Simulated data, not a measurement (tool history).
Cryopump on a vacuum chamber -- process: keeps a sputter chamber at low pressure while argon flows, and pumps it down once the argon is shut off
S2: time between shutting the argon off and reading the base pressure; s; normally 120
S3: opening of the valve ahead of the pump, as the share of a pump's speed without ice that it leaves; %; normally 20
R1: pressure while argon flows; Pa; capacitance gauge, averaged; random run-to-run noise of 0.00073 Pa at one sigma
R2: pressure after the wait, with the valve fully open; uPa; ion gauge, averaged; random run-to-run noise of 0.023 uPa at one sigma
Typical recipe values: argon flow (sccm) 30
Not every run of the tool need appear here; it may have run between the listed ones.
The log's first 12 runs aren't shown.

run 13 day=22.092 | argon_flow_(sccm)=21 S2=120 S3=20 | R1=0.0952 R2=1.38
run 14 day=24.233 | argon_flow_(sccm)=21 S2=120 S3=20 | R1=0.0963 R2=1.39
run 15 day=25.867 | argon_flow_(sccm)=21 S2=120 S3=20 | R1=0.0965 R2=1.38
run 16 day=27.400 | argon_flow_(sccm)=21 S2=122 S3=20 | R1=0.0965 R2=1.48
run 17 day=28.888 | argon_flow_(sccm)=17 S2=120 S3=20 | R1=0.0771 R2=1.42
run 18 day=30.625 | argon_flow_(sccm)=17 S2=120 S3=16 | R1=0.0965 R2=1.47
run 19 day=32.475 | argon_flow_(sccm)=12 S2=20 S3=37 | R1=0.0301 R2=4.56
run 20 day=34.304 | argon_flow_(sccm)=30 S2=170 S3=47 | R1=0.0614 R2=1.27
run 21 day=36.467 | argon_flow_(sccm)=30 S2=47 S3=36 | R1=0.0792 R2=2.49
run 22 day=38.225 | argon_flow_(sccm)=30 S2=47 S3=36 | R1=0.0799 R2=2.43

What does the tool deliver on the next run?
run 23 day=39.292 | argon_flow_(sccm)=30 S2=47 S3=36 | R1=? R2=?

Run 23 produced R1 0.0787 Pa, R2 2.46 uPa.
Without the tool's hidden state the same run would have given R1 0.0733 Pa, R2 1.71 uPa.

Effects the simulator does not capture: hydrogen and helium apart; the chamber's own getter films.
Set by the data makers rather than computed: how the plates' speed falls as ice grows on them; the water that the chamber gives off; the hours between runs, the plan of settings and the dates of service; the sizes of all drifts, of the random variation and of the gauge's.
